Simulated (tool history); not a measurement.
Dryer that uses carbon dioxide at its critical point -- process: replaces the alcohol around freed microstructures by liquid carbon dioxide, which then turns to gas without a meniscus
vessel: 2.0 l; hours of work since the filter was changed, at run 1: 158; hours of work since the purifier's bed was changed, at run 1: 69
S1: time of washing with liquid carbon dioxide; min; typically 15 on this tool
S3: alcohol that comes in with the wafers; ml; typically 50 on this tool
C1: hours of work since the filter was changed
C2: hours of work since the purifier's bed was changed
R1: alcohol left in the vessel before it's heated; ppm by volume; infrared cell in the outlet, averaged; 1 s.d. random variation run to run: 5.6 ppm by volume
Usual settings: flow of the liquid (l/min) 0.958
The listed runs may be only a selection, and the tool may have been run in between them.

run 1 hour=0 | S1=15 flow_of_the_liquid_(l/min)=0.958 S3=50 | C1=158 C2=69 | R1=243
run 2 hour=18.6 | S1=15 flow_of_the_liquid_(l/min)=0.958 S3=50 | C1=166 C2=77 | R1=259
run 3 hour=39.9 | S1=15 flow_of_the_liquid_(l/min)=0.958 S3=50 | C1=175 C2=86 | R1=256
run 4 hour=70.6 | S1=15 flow_of_the_liquid_(l/min)=0.958 S3=50 | C1=188 C2=99 | R1=269
run 5 hour=95.2 | S1=15 flow_of_the_liquid_(l/min)=0.958 S3=50 | C1=198 C2=110 | R1=269
run 6 hour=112.4 | S1=15 flow_of_the_liquid_(l/min)=0.958 S3=31 | C1=206 C2=117 | R1=180
-- hour=127.1 inlet filter changed
run 7 hour=132.5 | S1=15 flow_of_the_liquid_(l/min)=0.958 S3=31 | C1=2 C2=125 | R1=127
run 8 hour=151.2 | S1=15 flow_of_the_liquid_(l/min)=0.958 S3=50 | C1=10 C2=133 | R1=189
run 9 hour=165.8 | S1=15 flow_of_the_liquid_(l/min)=0.958 S3=50 | C1=16 C2=139 | R1=185
run 10 hour=184.9 | S1=15 flow_of_the_liquid_(l/min)=0.958 S3=50 | C1=24 C2=147 | R1=191
run 11 hour=215.1 | S1=15 flow_of_the_liquid_(l/min)=0.958 S3=50 | C1=37 C2=160 | R1=202
run 12 hour=229.7 | S1=19 flow_of_the_liquid_(l/min)=0.958 S3=50 | C1=43 C2=166 | R1=73
run 13 hour=256.8 | S1=19 flow_of_the_liquid_(l/min)=0.958 S3=50 | C1=55 C2=178 | R1=70
run 14 hour=286.9 | S1=19 flow_of_the_liquid_(l/min)=0.958 S3=50 | C1=68 C2=190 | R1=81
run 15 hour=312.6 | S1=15 flow_of_the_liquid_(l/min)=0.958 S3=30 | C1=79 C2=201 | R1=146
run 16 hour=340.1 | S1=14 flow_of_the_liquid_(l/min)=0.958 S3=50 | C1=90 C2=213 | R1=308
run 17 hour=370.5 | S1=15 flow_of_the_liquid_(l/min)=0.958 S3=50 | C1=103 C2=226 | R1=230
run 18 hour=387.5 | S1=15 flow_of_the_liquid_(l/min)=0.958 S3=50 | C1=110 C2=233 | R1=240
run 19 hour=404.6 | S1=15 flow_of_the_liquid_(l/min)=0.958 S3=50 | C1=118 C2=240 | R1=237
run 20 hour=434.1 | S1=19 flow_of_the_liquid_(l/min)=0.958 S3=50 | C1=130 C2=253 | R1=112
run 21 hour=452.6 | S1=19 flow_of_the_liquid_(l/min)=0.958 S3=50 | C1=138 C2=261 | R1=109
run 22 hour=483.3 | S1=9 flow_of_the_liquid_(l/min)=0.958 S3=50 | C1=151 C2=274 | R1=1502
run 23 hour=500 | S1=9 flow_of_the_liquid_(l/min)=0.958 S3=50 | C1=158 C2=281 | R1=1493
run 24 hour=523.8 | S1=9 flow_of_the_liquid_(l/min)=0.958 S3=50 | C1=168 C2=291 | R1=1543
run 25 hour=549.6 | S1=22 flow_of_the_liquid_(l/min)=0.941 S3=44 | C1=179 C2=302 | R1=71
run 26 hour=569.1 | S1=10 flow_of_the_liquid_(l/min)=0.958 S3=50 | C1=187 C2=310 | R1=1192
run 27 hour=589.4 | S1=10 flow_of_the_liquid_(l/min)=0.958 S3=50 | C1=196 C2=319 | R1=1200
run 28 hour=618.5 | S1=15 flow_of_the_liquid_(l/min)=0.761 S3=50 | C1=208 C2=331 | R1=696
-- hour=628.6 inlet filter changed
run 29 hour=632.8 | S1=15 flow_of_the_liquid_(l/min)=1.285 S3=101 | C1=2 C2=337 | R1=100
run 30 hour=650.2 | S1=19 flow_of_the_liquid_(l/min)=0.958 S3=50 | C1=9 C2=344 | R1=97
run 31 hour=670.8 | S1=19 flow_of_the_liquid_(l/min)=0.958 S3=45 | C1=18 C2=353 | R1=93
run 32 hour=694.8 | S1=15 flow_of_the_liquid_(l/min)=0.774 S3=112 | C1=28 C2=363 | R1=1054
run 33 hour=713 | S1=15 flow_of_the_liquid_(l/min)=0.774 S3=112 | C1=36 C2=370 | R1=1047
run 34 hour=743.2 | S1=15 flow_of_the_liquid_(l/min)=1.197 S3=21 | C1=49 C2=383 | R1=73
run 35 hour=762.4 | S1=22 flow_of_the_liquid_(l/min)=1.485 S3=54 | C1=57 C2=391 | R1=58
run 36 hour=783 | S1=22 flow_of_the_liquid_(l/min)=1.485 S3=54 | C1=65 C2=400 | R1=60
run 37 hour=796.9 | S1=22 flow_of_the_liquid_(l/min)=1.485 S3=54 | C1=71 C2=406 | R1=54
run 38 hour=820.7 | S1=22 flow_of_the_liquid_(l/min)=1.568 S3=78 | C1=81 C2=416 | R1=61
run 39 hour=839.3 | S1=20 flow_of_the_liquid_(l/min)=0.958 S3=91 | C1=89 C2=424 | R1=132
run 40 hour=854.2 | S1=20 flow_of_the_liquid_(l/min)=0.958 S3=91 | C1=96 C2=430 | R1=127
run 41 hour=877.1 | S1=11 flow_of_the_liquid_(l/min)=1.158 S3=64 | C1=105 C2=440 | R1=508
run 42 hour=904.7 | S1=19 flow_of_the_liquid_(l/min)=1.158 S3=64 | C1=117 C2=452 | R1=86
run 43 hour=926.9 | S1=15 flow_of_the_liquid_(l/min)=1.055 S3=40 | C1=126 C2=461 | R1=174
run 44 hour=954.4 | S1=15 flow_of_the_liquid_(l/min)=1.055 S3=40 | C1=138 C2=473 | R1=178
run 45 hour=967 | S1=17 flow_of_the_liquid_(l/min)=0.977 S3=89 | C1=143 C2=478 | R1=253
run 46 hour=993.8 | S1=13 flow_of_the_liquid_(l/min)=1.361 S3=38 | C1=155 C2=489 | R1=140
run 47 hour=1018 | S1=16 flow_of_the_liquid_(l/min)=1.218 S3=23 | C1=165 C2=500 | R1=99

Run by run, hidden condition taken away, random variation retained:
Hidden state present: flow that reaches the vessel past the clogged filter, %; alcohol in the recycled carbon dioxide, ppm; drift of the gauge itself on alcohol_ppm, %.
run=1 R1=159
run=2 R1=168
run=3 R1=162
run=4 R1=164
run=5 R1=162
run=6 R1=102
run=7 R1=106
run=8 R1=164
run=9 R1=156
run=10 R1=158
run=11 R1=163
run=12 R1=42
run=13 R1=37
run=14 R1=44
run=15 R1=97
run=16 R1=228
run=17 R1=155
run=18 R1=160
run=19 R1=158
run=20 R1=56
run=21 R1=54
run=22 R1=1195
run=23 R1=1178
run=24 R1=1199
run=25 R1=16
run=26 R1=871
run=27 R1=864
run=28 R1=452
run=29 R1=53
run=30 R1=48
run=31 R1=41
run=32 R1=954
run=33 R1=935
run=34 R1=15
run=35 R1=3
run=36 R1=4
run=37 R1=0
run=38 R1=0
run=39 R1=56
run=40 R1=51
run=41 R1=366
run=42 R1=17
run=43 R1=83
run=44 R1=84
run=45 R1=133
run=46 R1=53
run=47 R1=23

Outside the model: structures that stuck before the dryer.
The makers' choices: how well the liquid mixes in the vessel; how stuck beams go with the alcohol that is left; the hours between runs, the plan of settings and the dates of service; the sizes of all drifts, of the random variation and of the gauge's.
